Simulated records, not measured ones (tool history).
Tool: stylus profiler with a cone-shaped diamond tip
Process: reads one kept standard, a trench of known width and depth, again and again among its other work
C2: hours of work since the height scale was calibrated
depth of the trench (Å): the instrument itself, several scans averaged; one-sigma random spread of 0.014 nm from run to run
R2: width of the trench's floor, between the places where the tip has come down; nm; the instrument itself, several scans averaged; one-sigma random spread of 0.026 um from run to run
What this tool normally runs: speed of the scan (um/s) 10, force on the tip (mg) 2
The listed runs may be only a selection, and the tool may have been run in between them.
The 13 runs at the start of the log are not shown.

run 14 day=54.65 | speed_of_the_scan_(um/s)=10 force_on_the_tip_(mg)=2 | scans_with_this_tip=9473 C2=1282 | depth_of_the_trench_(Å)=1010.2 R2=98570
run 15 day=57.004 | speed_of_the_scan_(um/s)=10 force_on_the_tip_(mg)=2 | scans_with_this_tip=9739 C2=1318 | depth_of_the_trench_(Å)=1010 R2=98550
run 16 day=60.421 | speed_of_the_scan_(um/s)=10 force_on_the_tip_(mg)=2 | scans_with_this_tip=10124 C2=1371 | depth_of_the_trench_(Å)=1009.8 R2=98500
run 17 day=66.067 | speed_of_the_scan_(um/s)=10 force_on_the_tip_(mg)=2 | scans_with_this_tip=10762 C2=1457 | depth_of_the_trench_(Å)=1009.7 R2=98510
-- day=68.279 height scale calibrated on a step standard
run 18 day=69.679 | speed_of_the_scan_(um/s)=10 force_on_the_tip_(mg)=2 | scans_with_this_tip=11167 C2=21 | depth_of_the_trench_(Å)=1012 R2=98490
run 19 day=73.938 | speed_of_the_scan_(um/s)=10 force_on_the_tip_(mg)=2 | scans_with_this_tip=11648 C2=86 | depth_of_the_trench_(Å)=1011.7 R2=98510
run 20 day=77.767 | speed_of_the_scan_(um/s)=10 force_on_the_tip_(mg)=3.98 | scans_with_this_tip=12080 C2=145 | depth_of_the_trench_(Å)=1018.8 R2=98520
run 21 day=82.092 | speed_of_the_scan_(um/s)=10 force_on_the_tip_(mg)=2 | scans_with_this_tip=12569 C2=211 | depth_of_the_trench_(Å)=1011.8 R2=98500
run 22 day=87.671 | speed_of_the_scan_(um/s)=10 force_on_the_tip_(mg)=2 | scans_with_this_tip=13198 C2=296 | depth_of_the_trench_(Å)=1011.8 R2=98450
run 23 day=93.217 | speed_of_the_scan_(um/s)=10 force_on_the_tip_(mg)=2 | scans_with_this_tip=13825 C2=381 | depth_of_the_trench_(Å)=1011.3 R2=98470
run 24 day=97.142 | speed_of_the_scan_(um/s)=12 force_on_the_tip_(mg)=1.56 | scans_with_this_tip=14267 C2=441 | depth_of_the_trench_(Å)=1009.4 R2=98490
run 25 day=102.908 | speed_of_the_scan_(um/s)=4 force_on_the_tip_(mg)=5.27 | scans_with_this_tip=14919 C2=529 | depth_of_the_trench_(Å)=1022.2 R2=98480
run 26 day=107.638 | speed_of_the_scan_(um/s)=4 force_on_the_tip_(mg)=5.27 | scans_with_this_tip=15453 C2=601 | depth_of_the_trench_(Å)=1021.9 R2=98430
run 27 day=112.654 | speed_of_the_scan_(um/s)=4 force_on_the_tip_(mg)=3.68 | scans_with_this_tip=16019 C2=678 | depth_of_the_trench_(Å)=1017.1 R2=98440
run 28 day=118.267 | speed_of_the_scan_(um/s)=32 force_on_the_tip_(mg)=0.98 | scans_with_this_tip=16653 C2=764 | depth_of_the_trench_(Å)=1006.5 R2=98390
run 29 day=123.662 | speed_of_the_scan_(um/s)=8 force_on_the_tip_(mg)=1.38 | scans_with_this_tip=17262 C2=846 | depth_of_the_trench_(Å)=1008.1 R2=98380

Run 30 is up next; what results do you expect?
run 30 day=127.562 | speed_of_the_scan_(um/s)=10 force_on_the_tip_(mg)=2.58 | scans_with_this_tip=17702 C2=906 | depth_of_the_trench_(Å)=? R2=?

Run 30 came out at depth of the trench (Å) 1012.8, R2 98410 nm.
With the hidden condition absent and the run-to-run variation left alone, this run would have shown depth of the trench (Å) 1014.1, R2 98730 nm.
